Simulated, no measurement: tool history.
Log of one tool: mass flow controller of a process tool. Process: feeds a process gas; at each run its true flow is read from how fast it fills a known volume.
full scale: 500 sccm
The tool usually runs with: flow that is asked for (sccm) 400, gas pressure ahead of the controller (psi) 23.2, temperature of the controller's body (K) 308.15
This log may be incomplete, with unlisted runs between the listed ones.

run      day  flow that is asked for (sccm)  gas pressure ahead of the controller (psi)  temperature of the controller's body (K)  true flow (%)
  1        0                            400                                        23.2                                    308.15          95.93
  2    6.079                            400                                        23.2                                    308.15          95.81
  3   13.812                            400                                        23.2                                    308.15          95.73
  4   24.725                            400                                        23.2                                    308.15          94.96
  5   32.838                            400                                          37                                    308.15          95.38
  6   39.321                            400                                          37                                    299.15          96.04
  7   45.221                            400                                          37                                    294.15          96.67
  8   52.562                            400                                          37                                    294.15          96.45
  9   61.571                            400                                        23.2                                    305.15          94.83
 10   68.933                            400                                        33.1                                    308.15          94.99
 11   77.667                            400                                        33.1                                    308.15          94.97
 12   88.125                            400                                        23.2                                    312.15          94.06
 13   94.517                            400                                        23.2                                    308.15          97.09
 14  100.288                            400                                        23.2                                    308.15          96.83
 15  106.475                            400                                        23.2                                    308.15          96.94
 16  111.733                            400                                        23.2                                    308.15          96.96
 17  119.838                            400                                        28.6                                    308.15          97.06
 18  126.475                            400                                        28.6                                    311.15          96.72
 19  131.221                            400                                        28.6                                    311.15          96.75
 20    138.7                            400                                        28.6                                    311.15          96.61
 21  148.312                            400                                        28.6                                    311.15          96.42
 22  160.017                            400                                        28.6                                    311.15          96.46
 23  169.158                            400                                        28.6                                    311.15          96.41
 24  175.621                            400                                        23.2                                    308.15          96.28
 25  180.454                            400                                        23.2                                    308.15          96.39
 26  186.933                            281                                        23.2                                    308.15          95.56
 27  195.225                            281                                        23.2                                    308.15          95.64
 28  201.283                            115                                        23.2                                    301.15          94.76
 29  209.388                            316                                        27.6                                    299.15          96.83
 30  220.812                             93                                        39.3                                    298.15          94.64
 31  225.529                            241                                        23.2                                    308.15          95.12
 32  235.383                            400                                        25.5                                    294.15          97.21
 33  242.838                            358                                        24.9                                    296.15          96.74
 34  252.071                            358                                        24.9                                    296.15          96.69
 35  257.325                            400                                        33.4                                    304.15          96.43
 36  268.354                            400                                        40.2                                    302.15          96.79
 37  277.696                            400                                        40.2                                    302.15          96.85
 38  285.854                            149                                        21.3                                    302.15          93.65
 39  296.662                            149                                        21.3                                    302.15          93.49
 40  305.829                            431                                        23.2                                    309.15          95.36
 41  315.471                            431                                        23.2                                    309.15           95.3
 42  322.162                            480                                        22.6                                    308.15          95.48
 43  333.546                            480                                        22.6                                    308.15          95.53
 44  342.146                            480                                        22.6                                    308.15          95.35
 45  348.354                            200                                        23.2                                    308.15          93.15
 46  359.558                            400                                          30                                    308.15          95.04
 47  367.517                            115                                        31.9                                    302.15           91.5
 48  378.796                             60                                        37.6                                    308.15          86.39

Not shown: 2 entries that the log had between the listed runs. Between which runs, and how does the tool's hidden state differ before and after?
After run 3, before run 4: controller's zero set anew (day 22.979)
  flow at rest that the sensor doesn't see, % of full scale: -1.365 -> -1.972; true flow over the shown one, %: -1.2 -> -1.24
  what was measured, less what the result would be without the hidden state, true flow (%): -2.9 -> -3.7
After run 12, before run 13: controller's zero set anew, once more (day 91.325)
  flow at rest that the sensor doesn't see, % of full scale: -2.204 -> -0.027; true flow over the shown one, %: -1.47 -> -1.49
  what was measured, less what the result would be without the hidden state, true flow (%): -4.22 -> -1.52
